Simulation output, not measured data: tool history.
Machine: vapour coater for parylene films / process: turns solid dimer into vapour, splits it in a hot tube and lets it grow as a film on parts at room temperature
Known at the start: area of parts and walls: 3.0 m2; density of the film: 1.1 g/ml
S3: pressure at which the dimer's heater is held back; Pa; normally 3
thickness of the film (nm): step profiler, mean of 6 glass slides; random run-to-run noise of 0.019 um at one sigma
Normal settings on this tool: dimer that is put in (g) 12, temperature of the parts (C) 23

Run 1, day 0: usual settings. Result: thickness of the film (nm) 2590.
Run 2, day 0.542: usual settings. Result: thickness of the film (nm) 2550.
Run 3, day 1.512: usual settings. Result: thickness of the film (nm) 2550.
Run 4, day 1.996: usual settings but temperature of the parts (C) 19. Result: thickness of the film (nm) 2760.
Run 5, day 3.046: usual settings but temperature of the parts (C) 19. Result: thickness of the film (nm) 2800.
Run 6, day 4.017: usual settings but temperature of the parts (C) 19. Result: thickness of the film (nm) 2760.
Run 7, day 5.017: usual settings but temperature of the parts (C) 19. Result: thickness of the film (nm) 2710.
Run 8, day 5.775: usual settings but temperature of the parts (C) 19. Result: thickness of the film (nm) 2760.
Run 9, day 6.55: usual settings but temperature of the parts (C) 19. Result: thickness of the film (nm) 2760.
Run 10, day 7.438: usual settings but dimer that is put in (g) 8. Result: thickness of the film (nm) 1690.
Run 11, day 8.096: usual settings but temperature of the parts (C) 17. Result: thickness of the film (nm) 2830.
Run 12, day 8.842: usual settings. Result: thickness of the film (nm) 2520.
Run 13, day 9.708: usual settings. Result: thickness of the film (nm) 2510.
Run 14, day 10.504: usual settings. Result: thickness of the film (nm) 2520.
Run 15, day 11.538: usual settings. Result: thickness of the film (nm) 2540.
At day 11.783: trap's valve overhauled.
Run 16, day 12.154: usual settings. Result: thickness of the film (nm) 2450.
Run 17, day 13.079: usual settings. Result: thickness of the film (nm) 2440.
Run 18, day 14.062: usual settings. Result: thickness of the film (nm) 2380.
Run 19, day 14.971: usual settings. Result: thickness of the film (nm) 2410.
Run 20, day 15.408: usual settings but temperature of the parts (C) 15. Result: thickness of the film (nm) 2860.
Run 21, day 16.254: usual settings. Result: thickness of the film (nm) 2410.
Run 22, day 17.112: usual settings but S3 7 Pa. Result: thickness of the film (nm) 2240.
At day 18.254: trap's valve overhauled, once more.
Run 23, day 18.262: usual settings but temperature of the parts (C) 21, S3 7 Pa. Result: thickness of the film (nm) 2570.
Run 24, day 18.933: usual settings. Result: thickness of the film (nm) 2610.
Run 25, day 19.929: usual settings but S3 8.52 Pa. Result: thickness of the film (nm) 2420.
Run 26, day 20.775: usual settings but dimer that is put in (g) 14, temperature of the parts (C) 22, S3 9.52 Pa. Result: thickness of the film (nm) 2800.
Run 27, day 21.392: usual settings but dimer that is put in (g) 13, S3 9.89 Pa. Result: thickness of the film (nm) 2570.
Run 28, day 22.171: usual settings but dimer that is put in (g) 16, S3 4.77 Pa. Result: thickness of the film (nm) 3350.
Run 29, day 23.154: usual settings but dimer that is put in (g) 16, S3 4.77 Pa. Result: thickness of the film (nm) 3330.
Run 30, day 23.729: usual settings but dimer that is put in (g) 22, temperature of the parts (C) 17, S3 4.77 Pa. Result: thickness of the film (nm) 5250.
Run 31, day 24.296: usual settings but dimer that is put in (g) 22, temperature of the parts (C) 17, S3 4.77 Pa. Result: thickness of the film (nm) 5240.
Run 32, day 25.129: usual settings but dimer that is put in (g) 8, temperature of the parts (C) 20, S3 4.72 Pa. Result: thickness of the film (nm) 1820.
Run 33, day 25.946: usual settings but dimer that is put in (g) 8, temperature of the parts (C) 20, S3 4.72 Pa. Result: thickness of the film (nm) 1760.
Run 34, day 26.575: usual settings but dimer that is put in (g) 7, temperature of the parts (C) 34. Result: thickness of the film (nm) 1200.
Run 35, day 27.608: usual settings but dimer that is put in (g) 13, temperature of the parts (C) 33, S3 3.69 Pa. Result: thickness of the film (nm) 2240.
Run 36, day 28.675: usual settings but temperature of the parts (C) 32, S3 2.03 Pa. Result: thickness of the film (nm) 2230.
Run 37, day 29.492: usual settings but S3 5.09 Pa. Result: thickness of the film (nm) 2500.
Run 38, day 30.038: usual settings but dimer that is put in (g) 19, temperature of the parts (C) 22, S3 6.04 Pa. Result: thickness of the film (nm) 3920.
Run 39, day 30.683: usual settings but dimer that is put in (g) 19, S3 4.65 Pa. Result: thickness of the film (nm) 3940.
Run 40, day 31.488: usual settings but dimer that is put in (g) 19, S3 4.65 Pa. Result: thickness of the film (nm) 3950.
Run 41, day 32.233: usual settings but dimer that is put in (g) 16, temperature of the parts (C) 25, S3 4.65 Pa. Result: thickness of the film (nm) 3190.
Run 42, day 32.917: usual settings but dimer that is put in (g) 16, temperature of the parts (C) 25, S3 4.65 Pa. Result: thickness of the film (nm) 3180.
Run 43, day 33.971: usual settings but dimer that is put in (g) 11, temperature of the parts (C) 25, S3 2.19 Pa. Result: thickness of the film (nm) 2290.
Run 44, day 34.662: usual settings but dimer that is put in (g) 11, temperature of the parts (C) 25, S3 2.19 Pa. Result: thickness of the film (nm) 2300.
Run 45, day 35.179: usual settings but dimer that is put in (g) 21, temperature of the parts (C) 32. Result: thickness of the film (nm) 3710.
Run 46, day 36.142: usual settings but dimer that is put in (g) 15, temperature of the parts (C) 21, S3 3.9 Pa. Result: thickness of the film (nm) 3220.
Run 47, day 37.062: usual settings but dimer that is put in (g) 15, temperature of the parts (C) 19, S3 3.9 Pa. Result: thickness of the film (nm) 3400.

Branching from run 47: 4 alternative next runs. What would each branch give?
Run A, day 37.592: usual settings but temperature of the parts (C) 32. Result: thickness of the film (nm) ?.
Run B, day 37.592: usual settings but dimer that is put in (g) 17, temperature of the parts (C) 19, S3 2.94 Pa. Result: thickness of the film (nm) ?.
Run C, day 37.592: usual settings but temperature of the parts (C) 31, S3 4.88 Pa. Result: thickness of the film (nm) ?.
Run D, day 37.592: usual settings but dimer that is put in (g) 5, temperature of the parts (C) 27, S3 3.15 Pa. Result: thickness of the film (nm) ?.

run  thickness of the film (nm)
  A                        2110
  B                        3960
  C                        2050
  D                         950
With the hidden condition removed and each run's random variation left untouched, the same runs would have given:
run  thickness of the film (nm)
  A                        2210
  B                        4160
  C                        2150
  D                        1000

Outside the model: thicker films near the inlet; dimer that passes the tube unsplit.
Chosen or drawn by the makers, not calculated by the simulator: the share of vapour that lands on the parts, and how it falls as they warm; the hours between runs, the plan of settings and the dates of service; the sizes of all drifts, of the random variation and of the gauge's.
